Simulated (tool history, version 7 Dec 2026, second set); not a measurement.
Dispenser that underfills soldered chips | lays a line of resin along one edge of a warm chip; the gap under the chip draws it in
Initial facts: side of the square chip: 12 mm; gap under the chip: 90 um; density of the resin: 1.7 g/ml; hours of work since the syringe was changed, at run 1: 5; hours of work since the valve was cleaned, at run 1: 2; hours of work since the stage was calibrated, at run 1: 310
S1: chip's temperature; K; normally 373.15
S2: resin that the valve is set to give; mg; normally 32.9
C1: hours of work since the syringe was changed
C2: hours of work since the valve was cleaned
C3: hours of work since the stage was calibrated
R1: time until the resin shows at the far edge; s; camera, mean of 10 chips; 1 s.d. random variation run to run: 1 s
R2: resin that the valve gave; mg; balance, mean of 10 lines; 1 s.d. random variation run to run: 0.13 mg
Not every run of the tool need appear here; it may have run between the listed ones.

| run | hour | S1 | S2 | C1 | C2 | C3 | R1 | R2 |
|---|---|---|---|---|---|---|---|---|
| 1 | 0 | 373.15 | 32.9 | 5 | 2 | 310 | 117.3 | 32.88 |
|  | 1.2 | new syringe of resin |
|  | 9.2 | new syringe of resin |
| 2 | 9.3 | 373.15 | 32.9 | 0 | 9 | 317 | 96.5 | 33.07 |
| 3 | 15.9 | 373.15 | 32.9 | 5 | 14 | 322 | 116.1 | 33 |
|  | 16.7 | new syringe of resin |
|  | 24.1 | new syringe of resin |
| 4 | 24.4 | 373.15 | 32.9 | 0 | 20 | 328 | 97.3 | 32.71 |
|  | 32.2 | new syringe of resin |
| 5 | 33.3 | 373.15 | 32.9 | 1 | 26 | 334 | 98.9 | 32.6 |
|  | 39.7 | new syringe of resin |
| 6 | 42.5 | 368.15 | 32.9 | 2 | 33 | 340 | 121.2 | 32.43 |
|  | 47.7 | new syringe of resin |
| 7 | 53 | 368.15 | 32.9 | 4 | 40 | 348 | 127.7 | 32.19 |
|  | 55.1 | new syringe of resin |
|  | 62.8 | new syringe of resin |
| 8 | 63.9 | 382.15 | 32.9 | 1 | 48 | 356 | 79.6 | 32.22 |
|  | 69 | dispensing valve cleaned and set on the balance |
|  | 71.3 | new syringe of resin |
| 9 | 71.3 | 382.15 | 32.9 | 0 | 1 | 360 | 77.4 | 32.77 |
|  | 78.9 | new syringe of resin |
| 10 | 79.2 | 382.15 | 32.9 | 0 | 7 | 366 | 76.3 | 32.9 |
|  | 86.7 | new syringe of resin |
| 11 | 87.3 | 382.15 | 32.9 | 0 | 13 | 372 | 78.6 | 32.7 |
|  | 94.1 | new syringe of resin |
| 12 | 94.1 | 373.15 | 32.9 | 0 | 18 | 376 | 98.4 | 32.99 |
|  | 101.7 | new syringe of resin |
| 13 | 104.1 | 373.15 | 32.9 | 2 | 25 | 383 | 103.2 | 32.85 |
| 14 | 108.8 | 373.15 | 37 | 5 | 28 | 387 | 113 | 36.52 |
|  | 109.7 | new syringe of resin |
|  | 117.7 | new syringe of resin |
| 15 | 118.4 | 373.15 | 37 | 1 | 35 | 394 | 98.9 | 36.41 |
|  | 125.2 | new syringe of resin |
| 16 | 127.3 | 373.15 | 34.2 | 2 | 41 | 400 | 104.5 | 33.52 |
|  | 133.1 | new syringe of resin |
| 17 | 136.4 | 373.15 | 31.3 | 2 | 48 | 407 | 110.1 | 30.73 |
|  | 140.5 | new syringe of resin |
|  | 141.5 | dispensing valve cleaned and set on the balance |
| 18 | 147.3 | 382.15 | 37.7 | 4 | 4 | 414 | 91 | 37.59 |
|  | 148.9 | new syringe of resin |
|  | 156.3 | new syringe of resin |
| 19 | 158.4 | 386.15 | 29.5 | 1 | 12 | 421 | 74.1 | 29.3 |
| 20 | 162.7 | 386.15 | 29.5 | 5 | 15 | 425 | 84.5 | 29.27 |
|  | 163.7 | new syringe of resin |
|  | 171.7 | new syringe of resin |
| 21 | 173.2 | 384.15 | 36.1 | 1 | 23 | 432 | 74.4 | 35.71 |
|  | 179.2 | new syringe of resin |
| 22 | 180 | 372.15 | 34.1 | 1 | 27 | 437 | 101.6 | 33.68 |
| 23 | 186.1 | 367.15 | 30.4 | 5 | 32 | 441 | 137 | 30.15 |
|  | 186.8 | new syringe of resin |
|  | 194.7 | new syringe of resin |
| 24 | 194.8 | 367.15 | 30.4 | 0 | 38 | 447 | 118.5 | 29.95 |
| 25 | 199.9 | 367.15 | 30.4 | 4 | 42 | 451 | 137 | 29.93 |
|  | 202.7 | new syringe of resin |
| 26 | 207.8 | 367.15 | 30.4 | 4 | 47 | 457 | 135.4 | 29.74 |
|  | 210.7 | new syringe of resin |
|  | 213.8 | dispensing valve cleaned and set on the balance |
| 27 | 217 | 378.15 | 40 | 4 | 2 | 462 | 94.6 | 40.04 |
|  | 219.5 | new syringe of resin |
|  | 227.2 | new syringe of resin |
| 28 | 228.1 | 381.15 | 32.2 | 1 | 10 | 470 | 83.1 | 32 |
|  | 234.7 | new syringe of resin |
| 29 | 234.7 | 381.15 | 32.2 | 0 | 15 | 475 | 80.1 | 31.94 |
| 30 | 239.3 | 381.15 | 38.2 | 3 | 18 | 478 | 86.1 | 38.14 |
|  | 242.9 | new syringe of resin |
| 31 | 246.8 | 381.15 | 38.2 | 3 | 24 | 484 | 84.7 | 37.99 |
|  | 250.8 | new syringe of resin |
| 32 | 255.3 | 364.15 | 30.6 | 3 | 30 | 490 | 143.7 | 30.34 |
|  | 258.4 | new syringe of resin |
| 33 | 265.4 | 388.15 | 32.8 | 5 | 37 | 497 | 81.5 | 32.4 |

Forecast each of these 5 alternatives for the next run:
|  | 266.7 | new syringe of resin |
| A | 273.1 | 370.15 | 38.1 | 5 | 42 | 502 | ? | ? |
|  | 266.7 | new syringe of resin |
| B | 273.1 | 372.15 | 32.2 | 5 | 42 | 502 | ? | ? |
|  | 266.7 | new syringe of resin |
| C | 273.1 | 373.15 | 36.5 | 5 | 42 | 502 | ? | ? |
|  | 266.7 | new syringe of resin |
| D | 273.1 | 373.15 | 34 | 5 | 42 | 502 | ? | ? |
|  | 266.7 | new syringe of resin |
| E | 273.1 | 382.15 | 40.9 | 5 | 42 | 502 | ? | ? |

| run | R1 | R2 |
|---|---|---|
| A | 120.4 | 37.12 |
| B | 117.9 | 31.5 |
| C | 113 | 35.75 |
| D | 114.4 | 33.35 |
| E | 88.8 | 40.31 |
Take away the tool's hidden state, keep each run's random variation, and the runs would have read:
| run | R1 | R2 |
|---|---|---|
| A | 100.4 | 37.82 |
| B | 98.2 | 32.1 |
| C | 94.3 | 36.43 |
| D | 95.4 | 33.98 |
| E | 74.2 | 41.07 |
